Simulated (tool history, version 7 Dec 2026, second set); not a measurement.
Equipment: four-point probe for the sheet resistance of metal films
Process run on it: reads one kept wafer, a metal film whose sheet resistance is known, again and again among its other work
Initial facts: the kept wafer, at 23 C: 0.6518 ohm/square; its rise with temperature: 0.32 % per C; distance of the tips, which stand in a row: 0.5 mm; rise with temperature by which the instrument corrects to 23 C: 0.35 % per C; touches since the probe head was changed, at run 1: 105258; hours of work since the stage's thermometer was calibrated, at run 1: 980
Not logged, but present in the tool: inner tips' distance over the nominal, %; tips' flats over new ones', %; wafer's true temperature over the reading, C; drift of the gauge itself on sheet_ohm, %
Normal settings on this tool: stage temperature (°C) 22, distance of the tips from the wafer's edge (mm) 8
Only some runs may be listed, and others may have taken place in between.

run	day	stage temperature (°C)	distance of the tips from the wafer's edge (mm)	touches since the probe head was changed	hours of work since the stage's thermometer was calibrated	sheet resistance as the instrument gives it (ohm/square)
1	0	22	8	105258	980	0.653326
2	1.033	22	8	106888	999	0.653302
3	1.85	22	8	108185	1015	0.653431
4	3.258	22	8	110405	1042	0.653524
5	4.625	22	8	112567	1068	0.653314
6	5.746	22	8	114342	1089	0.653337
7	6.829	22	8	116052	1109	0.653142
8	7.746	27	8	117503	1127	0.652413
9	8.717	27	8	119038	1145	0.652268
10	9.429	29	8	120159	1159	0.651899
11	10.221	32	8	121414	1174	0.651241
12	10.875	34	14	122449	1186	0.650031
13	11.75	26	72	123833	1203	0.651097
14	12.638	21	3	125235	1219	0.662002
15	13.3	18	3	126283	1232	0.662938
16	14.417	18	3	128045	1253	0.662727
17	15.588	21	8	129899	1275	0.653621
18	16.754	24	8	131741	1297	0.652892
19	18.117	24	8	133895	1323	0.653171
20	19.5	18	5	136079	1349	0.656322
21	20.442	19	30	137571	1367	0.652783

3 ways to go on from here, each from the tool as it stands after run 21. What would each give?
A	21.167	22	4	138717	1381	?
B	21.167	22	34	138717	1381	?
C	21.167	28	8	138717	1381	?

run	sheet resistance as the instrument gives it (ohm/square)
A	0.657586
B	0.652008
C	0.652082
Take away the tool's hidden state, keep each run's random variation, and the runs would have read:
run	sheet resistance as the instrument gives it (ohm/square)
A	0.657589
B	0.652011
C	0.652085

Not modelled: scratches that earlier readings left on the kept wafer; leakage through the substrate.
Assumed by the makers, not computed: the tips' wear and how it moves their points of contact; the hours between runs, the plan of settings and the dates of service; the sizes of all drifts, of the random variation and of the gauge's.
